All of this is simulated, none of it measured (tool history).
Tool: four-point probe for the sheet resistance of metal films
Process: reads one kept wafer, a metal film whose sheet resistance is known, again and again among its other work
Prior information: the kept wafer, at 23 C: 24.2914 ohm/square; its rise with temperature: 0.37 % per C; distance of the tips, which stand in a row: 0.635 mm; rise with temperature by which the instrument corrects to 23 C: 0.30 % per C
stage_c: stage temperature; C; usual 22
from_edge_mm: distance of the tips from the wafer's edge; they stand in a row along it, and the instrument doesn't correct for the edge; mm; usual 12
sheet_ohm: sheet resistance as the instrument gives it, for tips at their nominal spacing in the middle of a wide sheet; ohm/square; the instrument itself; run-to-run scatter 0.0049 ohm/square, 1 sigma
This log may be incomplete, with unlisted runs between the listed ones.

run    hour  stage_c  from_edge_mm  sheet_ohm
  1       0       22            12  24.285925
  2    49.2       22            12  24.290337
  3    84.3       22            12  24.285005
  4   122.1       22            12  24.289025
  5   180.8       22            12  24.279017
  6   217.5       33            12   24.44109
  7     276       21            12  24.270631
  8   319.9       22            12  24.283478
  9   353.7       22            12  24.289062
 10     428       30            12  24.418471
 11     502       22            12  24.297749
 12   558.5       22            12  24.289842
 13   591.7       22            19  24.264327
 14   666.2       22            12  24.289466
 15   739.3       19            12  24.246257
 16   806.5       18            12  24.234601
 17   841.7       22            12  24.297721
 18   875.5       22            12  24.298443
 19     939       22            12  24.298353
 20   985.5       22            12  24.302272
 21  1025.7       22            12  24.294018
 22  1085.9       22            18  24.278375
 23  1143.4       22            18  24.271734
 24  1196.2       30             4  24.717589
 25  1233.7       18            50  24.196836
 26  1265.1       24             9  24.355878
 27  1305.7       32             9  24.484148
 28  1375.6       32             9  24.493397
 29  1407.7       32             9  24.485004
 30  1446.2       32             9  24.480177
       1451  -- stage's thermometer calibrated
 31  1484.7       19            60  24.217582
 32  1524.2       23             7  24.376331
 33  1572.5       31            48  24.402497
     1632.4  -- stage's thermometer calibrated, once more
 34  1637.2       31            26  24.492189
     1688.8  -- new probe head fitted
 35  1696.6       31            26  24.522636
 36  1769.9       31            26  24.513025
 37  1803.8       20             6  24.484785
 38  1860.4       24            67  24.408461
 39  1915.9       20            12  24.377554
 40  1986.9       25            24   24.44281
 41  2041.3       25            24  24.424751
 42  2116.1       18            12  24.349006
 43    2173       28             4  24.807146
 44  2232.9       34            51  24.564138
 45  2273.8       34            51   24.56254

Each row is a separate what-if for the run after 45, all from the same tool condition, not one after another. Results?
  A  2312.4       22            10          ?
  B  2312.4       34            58          ?
  C  2312.4       35            23          ?

run  sheet_ohm
  A  24.446455
  B  24.563584
  C  24.590152
The same runs, with their run-to-run variation unchanged, on a tool lacking any hidden condition would have given:
run  sheet_ohm
  A  24.339971
  B  24.456349
  C  24.482786
